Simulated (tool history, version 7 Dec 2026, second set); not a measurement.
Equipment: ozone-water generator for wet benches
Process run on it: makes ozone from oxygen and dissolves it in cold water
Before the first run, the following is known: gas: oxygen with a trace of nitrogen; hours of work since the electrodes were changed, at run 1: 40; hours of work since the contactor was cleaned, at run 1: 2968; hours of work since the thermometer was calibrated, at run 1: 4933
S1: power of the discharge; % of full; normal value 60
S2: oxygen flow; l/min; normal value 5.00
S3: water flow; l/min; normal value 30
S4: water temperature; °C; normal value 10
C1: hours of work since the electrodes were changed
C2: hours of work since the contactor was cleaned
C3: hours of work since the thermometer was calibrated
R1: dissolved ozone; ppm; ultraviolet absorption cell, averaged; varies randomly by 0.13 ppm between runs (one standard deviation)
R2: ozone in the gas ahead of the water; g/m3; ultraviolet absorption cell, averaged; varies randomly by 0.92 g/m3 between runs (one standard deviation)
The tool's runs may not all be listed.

run 1 day=0.000 | S1=60 S2=5.00 S3=30 S4=10 | C1=40 C2=2968 C3=4933 | R1=14.7 R2=155.0
run 2 day=1.588 | S1=60 S2=5.00 S3=30 S4=10 | C1=78 C2=3005 C3=4970 | R1=14.5 R2=152.5
run 3 day=3.367 | S1=60 S2=5.00 S3=30 S4=10 | C1=120 C2=3047 C3=5012 | R1=14.7 R2=154.3
run 4 day=4.408 | S1=60 S2=5.00 S3=30 S4=10 | C1=144 C2=3072 C3=5037 | R1=14.3 R2=154.2
run 5 day=5.717 | S1=89 S2=5.00 S3=30 S4=10 | C1=175 C2=3103 C3=5068 | R1=19.2 R2=205.6
run 6 day=7.067 | S1=60 S2=5.00 S3=25 S4=10 | C1=207 C2=3134 C3=5100 | R1=16.7 R2=153.9
run 7 day=8.800 | S1=60 S2=5.00 S3=30 S4=10 | C1=248 C2=3175 C3=5141 | R1=14.3 R2=152.4
run 8 day=10.342 | S1=60 S2=5.00 S3=30 S4=10 | C1=285 C2=3212 C3=5177 | R1=14.5 R2=154.0
run 9 day=11.533 | S1=60 S2=5.00 S3=25 S4=10 | C1=313 C2=3240 C3=5205 | R1=16.6 R2=152.8
run 10 day=12.362 | S1=60 S2=5.00 S3=25 S4=10 | C1=332 C2=3259 C3=5225 | R1=16.6 R2=153.9
run 11 day=13.258 | S1=49 S2=8.38 S3=25 S4=5 | C1=353 C2=3281 C3=5246 | R1=17.3 R2=109.4
run 12 day=14.400 | S1=48 S2=3.62 S3=39 S4=6 | C1=380 C2=3308 C3=5273 | R1=8.5 R2=146.1
run 13 day=15.154 | S1=100 S2=3.02 S3=30 S4=10 | C1=398 C2=3325 C3=5291 | R1=17.2 R2=269.9
run 14 day=15.950 | S1=84 S2=8.83 S3=23 S4=5 | C1=417 C2=3344 C3=5309 | R1=27.8 R2=160.3
run 15 day=17.033 | S1=42 S2=3.90 S3=29 S4=7 | C1=442 C2=3370 C3=5335 | R1=10.4 R2=128.1
run 16 day=18.612 | S1=85 S2=4.78 S3=30 S4=10 | C1=480 C2=3407 C3=5372 | R1=17.9 R2=201.6
run 17 day=20.179 | S1=61 S2=5.00 S3=30 S4=12 | C1=517 C2=3444 C3=5409 | R1=14.1 R2=153.1
run 18 day=21.412 | S1=61 S2=5.00 S3=30 S4=12 | C1=546 C2=3473 C3=5438 | R1=14.1 R2=154.0

4 options for the next run, each taken on its own from the tool as it stands now. Forecast them:
run A day=22.521 | S1=99 S2=2.90 S3=27 S4=10 | C1=572 C2=3499 C3=5464 | R1=? R2=?
run B day=22.521 | S1=61 S2=5.00 S3=44 S4=12 | C1=572 C2=3499 C3=5464 | R1=? R2=?
run C day=22.521 | S1=61 S2=5.00 S3=30 S4=10 | C1=572 C2=3499 C3=5464 | R1=? R2=?
run D day=22.521 | S1=83 S2=5.00 S3=18 S4=10 | C1=572 C2=3499 C3=5464 | R1=? R2=?

run=A R1=18.2 R2=270.9
run=B R1=9.9 R2=154.7
run=C R1=14.3 R2=153.9
run=D R1=27.2 R2=195.6
Stripped of hidden state, with their random variation kept, the same runs would have yielded:
run=A R1=18.8 R2=274.9
run=B R1=10.2 R2=156.3
run=C R1=14.7 R2=155.5
run=D R1=28.0 R2=198.2
